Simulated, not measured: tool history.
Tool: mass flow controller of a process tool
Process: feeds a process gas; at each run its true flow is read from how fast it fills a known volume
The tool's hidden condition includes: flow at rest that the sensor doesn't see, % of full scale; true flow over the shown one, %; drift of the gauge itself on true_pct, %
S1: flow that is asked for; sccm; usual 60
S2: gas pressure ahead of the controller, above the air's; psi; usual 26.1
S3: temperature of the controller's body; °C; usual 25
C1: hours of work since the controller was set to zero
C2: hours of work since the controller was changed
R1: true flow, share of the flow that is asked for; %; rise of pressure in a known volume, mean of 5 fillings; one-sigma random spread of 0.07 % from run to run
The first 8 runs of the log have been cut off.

run	hour	S1	S2	S3	C1	C2	R1
# hour 2580.3: controller's zero set anew
9	2751.2	60	26.1	39	67	5301	97.35
10	3218.8	60	26.1	25	252	5485	98.66
11	3570.9	60	26.1	25	391	5624	98.51
12	4004.8	60	26.1	25	562	5795	98.41
13	4451.7	60	26.1	34	739	5972	97.46
14	4849.2	60	26.1	34	895	6129	97.34
15	5134.2	60	26.1	34	1008	6241	97.24
16	5495.6	60	26.1	33	1151	6384	97.34
17	5702.7	60	26.1	25	1232	6465	98.15
18	5935.5	60	26.1	25	1324	6557	97.95
19	6177.3	60	26.1	25	1420	6653	98.05
20	6467.9	20	21.8	25	1534	6767	96.88
21	6754.7	20	21.8	25	1647	6881	96.69
22	7116.3	60	26.1	30	1790	7023	97.36
23	7322.8	60	26.1	30	1872	7105	97.20
24	7641.4	41	35.1	24	1997	7231	96.96

Predict the results of run 25:
25	8101.8	60	22.8	27	2179	7412	?

R1: 97.51 %
Take away the tool's hidden state, keep the run-to-run variation as it was, and the same run would have given R1 99.04 %.

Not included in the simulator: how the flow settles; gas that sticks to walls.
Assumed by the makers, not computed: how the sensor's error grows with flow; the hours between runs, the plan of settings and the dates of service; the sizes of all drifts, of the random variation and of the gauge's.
